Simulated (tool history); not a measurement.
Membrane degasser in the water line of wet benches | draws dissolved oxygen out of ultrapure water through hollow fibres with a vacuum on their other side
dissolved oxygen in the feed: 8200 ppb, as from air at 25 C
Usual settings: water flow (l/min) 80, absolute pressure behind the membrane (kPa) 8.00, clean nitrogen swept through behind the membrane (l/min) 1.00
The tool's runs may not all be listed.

| run | hour | water flow (l/min) | absolute pressure behind the membrane (kPa) | clean nitrogen swept through behind the membrane (l/min) | dissolved oxygen in the water behind the degasser (ppb) | pressure that the water loses in the fibres (kPa) |
|---|---|---|---|---|---|---|
| 1 | 0.0 | 80 | 8.00 | 1.00 | 625.8 | 52.91 |
| 2 | 47.2 | 80 | 8.00 | 1.00 | 627.0 | 52.98 |
| 3 | 70.1 | 80 | 8.00 | 1.00 | 627.6 | 52.92 |
| 4 | 95.9 | 80 | 8.00 | 1.00 | 626.3 | 53.16 |
| 5 | 146.7 | 80 | 8.00 | 1.00 | 625.9 | 52.97 |
| 6 | 195.3 | 80 | 8.00 | 1.00 | 624.1 | 53.14 |
| 7 | 216.4 | 67 | 8.66 | 0.91 | 659.9 | 44.32 |
| 8 | 251.8 | 80 | 8.00 | 1.32 | 524.0 | 52.88 |
| 9 | 302.0 | 94 | 8.00 | 1.00 | 703.1 | 62.20 |
| 10 | 330.7 | 117 | 8.00 | 0.80 | 951.6 | 77.34 |

The next listed run, before its measurement:
| 11 | 370.3 | 108 | 5.52 | 0.71 | ? | ? |

{"run 11": {"dissolved oxygen in the water behind the degasser (ppb)": 508.6, "pressure that the water loses in the fibres (kPa)": 71.5}}
Without the tool's hidden state the same run would have given dissolved oxygen in the water behind the degasser (ppb) 512.3, pressure that the water loses in the fibres (kPa) 71.49.
